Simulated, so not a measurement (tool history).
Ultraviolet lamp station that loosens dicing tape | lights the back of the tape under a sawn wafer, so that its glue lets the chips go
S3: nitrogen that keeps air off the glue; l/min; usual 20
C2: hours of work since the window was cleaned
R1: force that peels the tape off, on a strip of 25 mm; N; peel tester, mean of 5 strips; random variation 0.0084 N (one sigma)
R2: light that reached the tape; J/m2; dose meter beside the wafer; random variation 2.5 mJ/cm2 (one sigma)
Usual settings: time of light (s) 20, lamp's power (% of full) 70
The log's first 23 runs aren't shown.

{"run": 24, "hour": 331.3, "time of light (s)": 20, "lamp's power (% of full)": 70, "S3": 7, "hours of work of the lamp": 372, "C2": 347, "R1": 1.089, "R2": 2160}
{"run": 25, "hour": 348.6, "time of light (s)": 20, "lamp's power (% of full)": 75, "S3": 20, "hours of work of the lamp": 382, "C2": 356, "R1": 0.516, "R2": 2310}
{"run": 26, "hour": 363.3, "time of light (s)": 20, "lamp's power (% of full)": 91, "S3": 6, "hours of work of the lamp": 391, "C2": 365, "R1": 0.754, "R2": 2750}
{"run": 27, "hour": 372.6, "time of light (s)": 29, "lamp's power (% of full)": 61, "S3": 18, "hours of work of the lamp": 396, "C2": 370, "R1": 0.393, "R2": 2650}
{"run": 28, "hour": 388.5, "time of light (s)": 29, "lamp's power (% of full)": 61, "S3": 18, "hours of work of the lamp": 405, "C2": 379, "R1": 0.412, "R2": 2600}
{"hour": 405.5, "done": "window cleaned of glue's vapour"}
{"run": 29, "hour": 407.2, "time of light (s)": 32, "lamp's power (% of full)": 72, "S3": 15, "hours of work of the lamp": 415, "C2": 1, "R1": 0.24, "R2": 4110}
{"run": 30, "hour": 427.0, "time of light (s)": 32, "lamp's power (% of full)": 72, "S3": 15, "hours of work of the lamp": 427, "C2": 12, "R1": 0.24, "R2": 4100}
{"run": 31, "hour": 442.8, "time of light (s)": 20, "lamp's power (% of full)": 100, "S3": 8, "hours of work of the lamp": 436, "C2": 21, "R1": 0.365, "R2": 3590}
{"run": 32, "hour": 464.3, "time of light (s)": 27, "lamp's power (% of full)": 99, "S3": 14, "hours of work of the lamp": 448, "C2": 33, "R1": 0.225, "R2": 4710}
{"run": 33, "hour": 483.8, "time of light (s)": 20, "lamp's power (% of full)": 70, "S3": 14, "hours of work of the lamp": 459, "C2": 45, "R1": 0.532, "R2": 2430}
{"run": 34, "hour": 504.4, "time of light (s)": 24, "lamp's power (% of full)": 72, "S3": 22, "hours of work of the lamp": 471, "C2": 56, "R1": 0.304, "R2": 3000}
{"run": 35, "hour": 524.5, "time of light (s)": 27, "lamp's power (% of full)": 72, "S3": 10, "hours of work of the lamp": 482, "C2": 68, "R1": 0.361, "R2": 3340}
{"run": 36, "hour": 541.8, "time of light (s)": 36, "lamp's power (% of full)": 84, "S3": 21, "hours of work of the lamp": 492, "C2": 78, "R1": 0.219, "R2": 5060}

3 ways to go on from here, each from the tool as it stands after run 36. What would each give?
{"run": "A", "hour": 562.3, "time of light (s)": 11, "lamp's power (% of full)": 88, "S3": 14, "hours of work of the lamp": 504, "C2": 89, "R1": "?", "R2": "?"}
{"run": "B", "hour": 562.3, "time of light (s)": 31, "lamp's power (% of full)": 70, "S3": 32, "hours of work of the lamp": 504, "C2": 89, "R1": "?", "R2": "?"}
{"run": "C", "hour": 562.3, "time of light (s)": 20, "lamp's power (% of full)": 98, "S3": 35, "hours of work of the lamp": 504, "C2": 89, "R1": "?", "R2": "?"}

run=A R1=1.170 R2=1630
run=B R1=0.234 R2=3640
run=C R1=0.243 R2=3280
Without the tool's hidden state the same runs would have given:
run=A R1=0.816 R2=1980
run=B R1=0.220 R2=4420
run=C R1=0.219 R2=3980
